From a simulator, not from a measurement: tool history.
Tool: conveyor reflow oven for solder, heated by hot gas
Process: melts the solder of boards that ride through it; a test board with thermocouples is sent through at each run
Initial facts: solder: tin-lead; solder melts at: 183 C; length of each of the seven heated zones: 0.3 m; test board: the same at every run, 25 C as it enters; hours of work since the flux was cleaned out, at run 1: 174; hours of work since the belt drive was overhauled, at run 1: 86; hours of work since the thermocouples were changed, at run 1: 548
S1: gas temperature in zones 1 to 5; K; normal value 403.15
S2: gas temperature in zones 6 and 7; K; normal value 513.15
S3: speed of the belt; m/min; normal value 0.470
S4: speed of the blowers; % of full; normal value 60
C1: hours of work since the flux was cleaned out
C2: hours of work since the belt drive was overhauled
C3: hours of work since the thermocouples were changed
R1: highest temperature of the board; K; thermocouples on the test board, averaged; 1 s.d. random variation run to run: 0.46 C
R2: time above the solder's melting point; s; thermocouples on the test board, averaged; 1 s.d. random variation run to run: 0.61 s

| run | day | S1 | S2 | S3 | S4 | C1 | C2 | C3 | R1 | R2 |
|---|---|---|---|---|---|---|---|---|---|---|
| 1 | 0.000 | 403.15 | 513.15 | 0.470 | 60 | 174 | 86 | 548 | 496.45 | 58.0 |
| 2 | 0.338 | 403.15 | 513.15 | 0.470 | 60 | 178 | 89 | 551 | 496.15 | 59.4 |
| 3 | 0.842 | 403.15 | 513.15 | 0.470 | 60 | 183 | 94 | 556 | 496.45 | 58.9 |
| 4 | 1.179 | 403.15 | 513.15 | 0.470 | 60 | 186 | 98 | 559 | 496.15 | 58.3 |
| 5 | 1.625 | 403.15 | 513.15 | 0.470 | 60 | 190 | 102 | 564 | 495.75 | 59.3 |
| 6 | 2.025 | 403.15 | 513.15 | 0.470 | 75 | 194 | 106 | 568 | 499.05 | 62.1 |
| 7 | 2.317 | 403.15 | 513.15 | 0.470 | 75 | 197 | 109 | 571 | 499.45 | 61.5 |
| 8 | 2.879 | 403.15 | 513.15 | 0.470 | 75 | 203 | 115 | 576 | 498.95 | 62.2 |
| 9 | 3.433 | 403.15 | 513.15 | 0.395 | 60 | 208 | 120 | 582 | 501.95 | 73.2 |
| 10 | 3.867 | 403.15 | 513.15 | 0.470 | 60 | 212 | 124 | 586 | 496.75 | 60.2 |
| 11 | 4.158 | 403.15 | 513.15 | 0.470 | 60 | 215 | 127 | 589 | 496.45 | 58.1 |
| 12 | 4.646 | 403.15 | 525.15 | 0.470 | 60 | 220 | 132 | 594 | 507.65 | 66.3 |
| 13 | 4.996 | 393.15 | 508.15 | 0.470 | 60 | 224 | 135 | 597 | 490.15 | 52.0 |
|  | 5.462 | flux residue cleaned out of gas plates and filters |
| 14 | 5.733 | 409.15 | 517.15 | 0.509 | 76 | 3 | 141 | 602 | 501.45 | 59.7 |
| 15 | 6.238 | 409.15 | 523.15 | 0.509 | 52 | 8 | 146 | 607 | 500.95 | 58.9 |
| 16 | 6.612 | 403.15 | 526.15 | 0.470 | 57 | 11 | 149 | 611 | 507.75 | 66.4 |
| 17 | 7.054 | 415.15 | 517.15 | 0.487 | 86 | 16 | 154 | 615 | 505.05 | 66.3 |
| 18 | 7.304 | 408.15 | 513.15 | 0.454 | 60 | 18 | 156 | 618 | 498.25 | 64.6 |
| 19 | 7.608 | 403.15 | 508.15 | 0.536 | 60 | 21 | 159 | 621 | 486.65 | 45.4 |
| 20 | 8.083 | 403.15 | 508.15 | 0.536 | 84 | 26 | 164 | 626 | 492.95 | 49.5 |
| 21 | 8.333 | 403.15 | 513.15 | 0.501 | 63 | 28 | 166 | 628 | 494.85 | 54.5 |
| 22 | 8.829 | 403.15 | 513.15 | 0.501 | 63 | 33 | 171 | 633 | 494.95 | 54.3 |
| 23 | 9.062 | 389.15 | 522.15 | 0.472 | 78 | 36 | 174 | 635 | 506.25 | 61.0 |
| 24 | 9.571 | 389.15 | 522.15 | 0.472 | 78 | 41 | 179 | 640 | 506.15 | 61.4 |

Each row is a separate what-if for the run after 24, all from the same tool condition, not one after another. Results?
| A | 9.912 | 390.15 | 526.15 | 0.472 | 57 | 44 | 182 | 644 | ? | ? |
| B | 9.912 | 389.15 | 513.15 | 0.472 | 78 | 44 | 182 | 644 | ? | ? |
| C | 9.912 | 389.15 | 522.15 | 0.472 | 68 | 44 | 182 | 644 | ? | ? |
| D | 9.912 | 389.15 | 522.15 | 0.510 | 78 | 44 | 182 | 644 | ? | ? |
| E | 9.912 | 402.15 | 522.15 | 0.472 | 78 | 44 | 182 | 644 | ? | ? |

| run | R1 | R2 |
|---|---|---|
| A | 504.55 | 60.8 |
| B | 497.65 | 56.5 |
| C | 503.75 | 59.1 |
| D | 504.15 | 54.9 |
| E | 508.05 | 66.6 |
Without the tool's unlogged condition, the same runs would have read:
| run | R1 | R2 |
|---|---|---|
| A | 504.35 | 60.7 |
| B | 497.55 | 56.4 |
| C | 503.65 | 59.0 |
| D | 504.05 | 54.8 |
| E | 507.95 | 66.5 |

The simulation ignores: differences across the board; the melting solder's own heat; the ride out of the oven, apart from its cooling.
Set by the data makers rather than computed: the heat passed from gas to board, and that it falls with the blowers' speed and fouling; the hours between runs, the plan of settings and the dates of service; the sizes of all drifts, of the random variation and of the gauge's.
